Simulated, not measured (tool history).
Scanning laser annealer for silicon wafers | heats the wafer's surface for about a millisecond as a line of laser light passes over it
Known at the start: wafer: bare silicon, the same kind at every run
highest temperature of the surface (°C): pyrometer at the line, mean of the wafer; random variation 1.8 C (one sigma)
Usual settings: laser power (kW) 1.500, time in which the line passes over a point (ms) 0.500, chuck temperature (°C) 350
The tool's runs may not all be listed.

| run | hour | laser power (kW) | time in which the line passes over a point (ms) | chuck temperature (°C) | highest temperature of the surface (°C) |
|---|---|---|---|---|---|
| 1 | 0.0 | 1.500 | 0.500 | 350 | 1064 |
| 2 | 11.8 | 1.500 | 0.500 | 350 | 1065 |
| 3 | 17.8 | 1.500 | 0.500 | 350 | 1061 |
| 4 | 25.8 | 1.500 | 0.500 | 350 | 1062 |
| 5 | 39.0 | 1.500 | 0.500 | 350 | 1062 |
| 6 | 47.1 | 1.527 | 0.500 | 350 | 1078 |
| 7 | 56.4 | 1.527 | 0.500 | 350 | 1078 |
| 8 | 66.4 | 1.534 | 0.500 | 350 | 1079 |
| 9 | 73.0 | 1.534 | 0.500 | 350 | 1080 |
| 10 | 83.6 | 1.534 | 0.500 | 350 | 1080 |
| 11 | 91.9 | 1.534 | 0.500 | 350 | 1084 |
| 12 | 103.6 | 1.534 | 0.500 | 350 | 1084 |
| 13 | 111.8 | 1.500 | 0.500 | 350 | 1067 |
| 14 | 121.1 | 1.500 | 0.500 | 350 | 1064 |
| 15 | 135.7 | 1.500 | 0.500 | 350 | 1064 |
| 16 | 144.5 | 1.500 | 0.500 | 350 | 1060 |
| 17 | 151.3 | 1.500 | 0.500 | 350 | 1064 |
| 18 | 160.0 | 1.500 | 0.500 | 337 | 1051 |
| 19 | 166.9 | 1.500 | 0.500 | 337 | 1051 |
| 20 | 177.2 | 1.500 | 0.500 | 337 | 1050 |
| 21 | 187.1 | 1.500 | 0.501 | 337 | 1049 |
| 22 | 197.9 | 1.500 | 0.501 | 337 | 1049 |
| 23 | 203.9 | 1.338 | 0.382 | 368 | 928 |
|  | 212.7 | window over the wafer cleaned |
| 24 | 213.8 | 1.290 | 0.382 | 376 | 914 |
| 25 | 225.8 | 1.429 | 0.457 | 366 | 1016 |
| 26 | 233.7 | 1.429 | 0.457 | 366 | 1017 |
| 27 | 244.2 | 1.298 | 0.564 | 361 | 1000 |
| 28 | 256.8 | 1.492 | 0.564 | 361 | 1106 |
| 29 | 266.0 | 1.420 | 0.500 | 339 | 1010 |

Forecast run 30:
| 30 | 278.2 | 1.615 | 0.454 | 339 | ? |

Run 30 gave highest temperature of the surface (°C) 1085.
Without the tool's hidden state the same run would have given highest temperature of the surface (°C) 1085.
